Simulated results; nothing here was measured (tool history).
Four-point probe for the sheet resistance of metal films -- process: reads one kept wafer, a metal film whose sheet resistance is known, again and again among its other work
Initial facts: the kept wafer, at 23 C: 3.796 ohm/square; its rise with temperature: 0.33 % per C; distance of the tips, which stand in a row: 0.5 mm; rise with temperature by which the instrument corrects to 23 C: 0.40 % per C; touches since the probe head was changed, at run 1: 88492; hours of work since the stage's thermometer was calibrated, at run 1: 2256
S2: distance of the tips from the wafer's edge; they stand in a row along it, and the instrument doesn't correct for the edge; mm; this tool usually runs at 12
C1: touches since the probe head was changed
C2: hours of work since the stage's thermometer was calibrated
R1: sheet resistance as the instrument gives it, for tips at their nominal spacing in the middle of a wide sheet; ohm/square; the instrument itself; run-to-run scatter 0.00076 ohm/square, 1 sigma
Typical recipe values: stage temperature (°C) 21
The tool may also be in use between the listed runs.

Run 1, hour 0: usual settings; C1 88492; C2 2256. Result: R1 3.829697 ohm/square.
Run 2, hour 44.8: usual settings; C1 89535; C2 2288. Result: R1 3.82995 ohm/square.
Run 3, hour 103.1: usual settings; C1 90893; C2 2331. Result: R1 3.829556 ohm/square.
Run 4, hour 143.6: usual settings; C1 91835; C2 2360. Result: R1 3.830069 ohm/square.
Run 5, hour 205.8: usual settings but S2 4 mm; C1 93284; C2 2405. Result: R1 3.858653 ohm/square.
At hour 214.7: stage's thermometer calibrated.
Run 6, hour 300.1: usual settings but stage temperature (°C) 22, S2 4 mm; C1 95469; C2 62. Result: R1 3.854899 ohm/square.
Run 7, hour 345.7: usual settings but stage temperature (°C) 29, S2 9 mm; C1 96531; C2 95. Result: R1 3.80889 ohm/square.
Run 8, hour 434.4: usual settings but stage temperature (°C) 33, S2 5 mm; C1 98596; C2 159. Result: R1 3.812813 ohm/square.
Run 9, hour 516.8: usual settings but stage temperature (°C) 29; C1 100515; C2 219. Result: R1 3.807612 ohm/square.
Run 10, hour 603.6: usual settings but stage temperature (°C) 30, S2 70 mm; C1 102536; C2 282. Result: R1 3.802246 ohm/square.
At hour 642.2: stage's thermometer calibrated, once more.
Run 11, hour 689.4: usual settings but stage temperature (°C) 23, S2 4 mm; C1 104524; C2 34. Result: R1 3.858503 ohm/square.
Run 12, hour 757.7: usual settings but stage temperature (°C) 23, S2 29 mm; C1 106114; C2 84. Result: R1 3.826383 ohm/square.

Alternative continuations, all from the tool just after run 12; predict every row:
Run A, hour 840.2: usual settings but stage temperature (°C) 26, S2 18 mm; C1 108035; C2 143. Result: R1 ?.
Run B, hour 840.2: usual settings but stage temperature (°C) 29, S2 29 mm; C1 108035; C2 143. Result: R1 ?.
Run C, hour 840.2: usual settings but stage temperature (°C) 29, S2 31 mm; C1 108035; C2 143. Result: R1 ?.
Run D, hour 840.2: usual settings but stage temperature (°C) 23, S2 33 mm; C1 108035; C2 143. Result: R1 ?.
Run E, hour 840.2: usual settings but stage temperature (°C) 35, S2 8 mm; C1 108035; C2 143. Result: R1 ?.

run        R1
  A  3.820692
  B  3.810676
  C  3.810061
  D  3.826076
  E  3.801258
Had the tool no hidden state, the same runs would have come out as:
run        R1
  A  3.789968
  B  3.780032
  C  3.779422
  D  3.795308
  E  3.770695

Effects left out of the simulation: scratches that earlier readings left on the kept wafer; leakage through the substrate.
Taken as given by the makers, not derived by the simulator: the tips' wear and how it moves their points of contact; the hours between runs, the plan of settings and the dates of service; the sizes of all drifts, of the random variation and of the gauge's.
